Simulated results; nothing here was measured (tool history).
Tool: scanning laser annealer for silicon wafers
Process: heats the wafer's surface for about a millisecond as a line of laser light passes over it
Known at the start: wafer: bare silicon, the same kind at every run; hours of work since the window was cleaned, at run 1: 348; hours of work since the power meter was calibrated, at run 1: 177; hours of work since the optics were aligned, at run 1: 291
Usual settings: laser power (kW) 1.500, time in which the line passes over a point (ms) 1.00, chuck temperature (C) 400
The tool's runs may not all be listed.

run,hour,laser power (kW),time in which the line passes over a point (ms),chuck temperature (C),hours of work since the window was cleaned,hours of work since the power meter was calibrated,hours of work since the optics were aligned,highest temperature of the surface (C)
1,0.0,1.500,1.00,400,348,177,291,1072
2,25.5,1.500,1.00,400,359,188,302,1070
3,56.5,1.500,1.00,400,373,202,316,1072
4,94.0,1.500,1.07,400,389,219,333,1090
5,120.0,1.500,1.07,400,401,231,344,1091
6,142.7,1.500,1.00,400,411,241,354,1065
7,186.6,1.500,1.00,400,431,260,374,1064
8,234.2,1.500,1.00,400,452,281,395,1067
9,264.8,1.500,1.00,400,466,295,409,1062
10,310.3,1.500,1.00,400,486,315,429,1058
11,345.8,1.500,1.24,423,502,331,445,1161
# hour 351.8: window over the wafer cleaned
12,394.5,1.500,0.78,400,19,352,466,1009

The next listed run, before its measurement:
13,418.6,1.514,0.91,408,30,363,476,?

{"run 13": {"highest temperature of the surface (C)": 1072}}
Without the tool's hidden state the same run would have given highest temperature of the surface (C) 1086.
